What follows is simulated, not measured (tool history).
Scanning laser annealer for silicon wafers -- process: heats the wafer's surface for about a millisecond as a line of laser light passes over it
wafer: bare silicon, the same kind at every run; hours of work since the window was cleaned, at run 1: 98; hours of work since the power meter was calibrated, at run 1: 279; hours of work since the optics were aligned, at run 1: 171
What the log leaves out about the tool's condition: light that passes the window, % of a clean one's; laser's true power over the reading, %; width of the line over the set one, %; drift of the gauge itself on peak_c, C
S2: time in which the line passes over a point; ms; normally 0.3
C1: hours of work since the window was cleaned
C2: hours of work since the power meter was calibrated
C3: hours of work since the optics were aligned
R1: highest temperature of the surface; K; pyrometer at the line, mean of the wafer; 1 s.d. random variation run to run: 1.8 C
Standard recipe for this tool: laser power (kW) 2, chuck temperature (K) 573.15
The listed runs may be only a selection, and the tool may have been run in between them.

run 1 day=0 | laser_power_(kW)=2 S2=0.3 chuck_temperature_(K)=573.15 | C1=98 C2=279 C3=171 | R1=1323.15
run 2 day=0.554 | laser_power_(kW)=2 S2=0.325 chuck_temperature_(K)=573.15 | C1=104 C2=285 C3=177 | R1=1357.15
run 3 day=1.325 | laser_power_(kW)=2 S2=0.325 chuck_temperature_(K)=573.15 | C1=112 C2=293 C3=185 | R1=1353.15
run 4 day=2.162 | laser_power_(kW)=2 S2=0.3 chuck_temperature_(K)=573.15 | C1=121 C2=302 C3=194 | R1=1319.15
run 5 day=2.983 | laser_power_(kW)=2 S2=0.3 chuck_temperature_(K)=573.15 | C1=130 C2=311 C3=203 | R1=1322.15
run 6 day=3.667 | laser_power_(kW)=2 S2=0.3 chuck_temperature_(K)=573.15 | C1=137 C2=318 C3=210 | R1=1318.15
run 7 day=4.096 | laser_power_(kW)=2 S2=0.3 chuck_temperature_(K)=573.15 | C1=142 C2=323 C3=215 | R1=1319.15
run 8 day=4.879 | laser_power_(kW)=2 S2=0.3 chuck_temperature_(K)=573.15 | C1=150 C2=331 C3=223 | R1=1317.15
run 9 day=5.742 | laser_power_(kW)=2 S2=0.3 chuck_temperature_(K)=573.15 | C1=160 C2=340 C3=232 | R1=1320.15
run 10 day=6.571 | laser_power_(kW)=2 S2=0.248 chuck_temperature_(K)=573.15 | C1=168 C2=349 C3=241 | R1=1249.15
run 11 day=7.075 | laser_power_(kW)=2 S2=0.248 chuck_temperature_(K)=573.15 | C1=174 C2=355 C3=247 | R1=1245.15
run 12 day=7.762 | laser_power_(kW)=2 S2=0.3 chuck_temperature_(K)=573.15 | C1=181 C2=362 C3=254 | R1=1320.15
run 13 day=8.325 | laser_power_(kW)=2 S2=0.3 chuck_temperature_(K)=573.15 | C1=187 C2=368 C3=260 | R1=1318.15
run 14 day=9.108 | laser_power_(kW)=2 S2=0.3 chuck_temperature_(K)=573.15 | C1=196 C2=376 C3=268 | R1=1319.15
-- day=9.288 laser's power meter calibrated
run 15 day=9.992 | laser_power_(kW)=2 S2=0.3 chuck_temperature_(K)=573.15 | C1=204 C2=8 C3=276 | R1=1317.15
run 16 day=10.517 | laser_power_(kW)=2 S2=0.3 chuck_temperature_(K)=573.15 | C1=209 C2=13 C3=282 | R1=1316.15
run 17 day=11.283 | laser_power_(kW)=2 S2=0.3 chuck_temperature_(K)=573.15 | C1=218 C2=21 C3=290 | R1=1314.15
-- day=11.579 laser's power meter calibrated, once more
run 18 day=11.925 | laser_power_(kW)=2 S2=0.3 chuck_temperature_(K)=573.15 | C1=223 C2=4 C3=296 | R1=1313.15
run 19 day=12.446 | laser_power_(kW)=2 S2=0.3 chuck_temperature_(K)=573.15 | C1=229 C2=9 C3=302 | R1=1315.15
run 20 day=13.304 | laser_power_(kW)=1.893 S2=0.3 chuck_temperature_(K)=573.15 | C1=238 C2=18 C3=311 | R1=1279.15
run 21 day=13.921 | laser_power_(kW)=1.893 S2=0.3 chuck_temperature_(K)=573.15 | C1=245 C2=25 C3=317 | R1=1280.15
run 22 day=14.704 | laser_power_(kW)=1.704 S2=0.358 chuck_temperature_(K)=565.15 | C1=253 C2=34 C3=326 | R1=1269.15
run 23 day=15.558 | laser_power_(kW)=2 S2=0.219 chuck_temperature_(K)=574.15 | C1=262 C2=43 C3=335 | R1=1201.15
run 24 day=16.062 | laser_power_(kW)=2 S2=0.219 chuck_temperature_(K)=574.15 | C1=268 C2=48 C3=340 | R1=1199.15
run 25 day=16.433 | laser_power_(kW)=2 S2=0.219 chuck_temperature_(K)=574.15 | C1=272 C2=52 C3=344 | R1=1200.15
run 26 day=16.817 | laser_power_(kW)=2 S2=0.219 chuck_temperature_(K)=574.15 | C1=276 C2=56 C3=348 | R1=1202.15
run 27 day=17.212 | laser_power_(kW)=2 S2=0.327 chuck_temperature_(K)=548.15 | C1=280 C2=60 C3=353 | R1=1320.15
run 28 day=17.746 | laser_power_(kW)=1.947 S2=0.213 chuck_temperature_(K)=539.15 | C1=286 C2=66 C3=358 | R1=1138.15
run 29 day=18.442 | laser_power_(kW)=1.702 S2=0.213 chuck_temperature_(K)=566.15 | C1=293 C2=74 C3=366 | R1=1096.15
run 30 day=19.221 | laser_power_(kW)=1.761 S2=0.3 chuck_temperature_(K)=593.15 | C1=302 C2=82 C3=374 | R1=1253.15
run 31 day=20.004 | laser_power_(kW)=2 S2=0.271 chuck_temperature_(K)=548.15 | C1=310 C2=90 C3=383 | R1=1250.15
run 32 day=20.796 | laser_power_(kW)=2 S2=0.271 chuck_temperature_(K)=548.15 | C1=318 C2=99 C3=391 | R1=1243.15
run 33 day=21.279 | laser_power_(kW)=1.88 S2=0.278 chuck_temperature_(K)=564.15 | C1=324 C2=104 C3=396 | R1=1237.15
run 34 day=21.679 | laser_power_(kW)=1.88 S2=0.278 chuck_temperature_(K)=564.15 | C1=328 C2=108 C3=401 | R1=1234.15
run 35 day=22.112 | laser_power_(kW)=1.848 S2=0.3 chuck_temperature_(K)=573.15 | C1=333 C2=113 C3=405 | R1=1259.15
run 36 day=22.604 | laser_power_(kW)=1.884 S2=0.3 chuck_temperature_(K)=573.15 | C1=338 C2=118 C3=410 | R1=1272.15
run 37 day=23.288 | laser_power_(kW)=2 S2=0.328 chuck_temperature_(K)=573.15 | C1=345 C2=126 C3=418 | R1=1348.15
run 38 day=23.804 | laser_power_(kW)=2 S2=0.328 chuck_temperature_(K)=601.15 | C1=351 C2=131 C3=423 | R1=1375.15
run 39 day=24.162 | laser_power_(kW)=2 S2=0.328 chuck_temperature_(K)=601.15 | C1=355 C2=135 C3=427 | R1=1371.15
run 40 day=24.583 | laser_power_(kW)=2.09 S2=0.274 chuck_temperature_(K)=535.15 | C1=359 C2=140 C3=432 | R1=1263.15
run 41 day=25.4 | laser_power_(kW)=1.828 S2=0.302 chuck_temperature_(K)=578.15 | C1=368 C2=148 C3=441 | R1=1262.15

The same runs without the tool's hidden state, with the same run-to-run variation:
run=1 R1=1330.15
run=2 R1=1364.15
run=3 R1=1361.15
run=4 R1=1327.15
run=5 R1=1330.15
run=6 R1=1326.15
run=7 R1=1328.15
run=8 R1=1326.15
run=9 R1=1330.15
run=10 R1=1258.15
run=11 R1=1254.15
run=12 R1=1330.15
run=13 R1=1329.15
run=14 R1=1330.15
run=15 R1=1328.15
run=16 R1=1328.15
run=17 R1=1325.15
run=18 R1=1326.15
run=19 R1=1328.15
run=20 R1=1292.15
run=21 R1=1293.15
run=22 R1=1283.15
run=23 R1=1213.15
run=24 R1=1211.15
run=25 R1=1212.15
run=26 R1=1215.15
run=27 R1=1336.15
run=28 R1=1151.15
run=29 R1=1107.15
run=30 R1=1267.15
run=31 R1=1266.15
run=32 R1=1259.15
run=33 R1=1252.15
run=34 R1=1250.15
run=35 R1=1276.15
run=36 R1=1289.15
run=37 R1=1367.15
run=38 R1=1394.15
run=39 R1=1390.15
run=40 R1=1282.15
run=41 R1=1279.15

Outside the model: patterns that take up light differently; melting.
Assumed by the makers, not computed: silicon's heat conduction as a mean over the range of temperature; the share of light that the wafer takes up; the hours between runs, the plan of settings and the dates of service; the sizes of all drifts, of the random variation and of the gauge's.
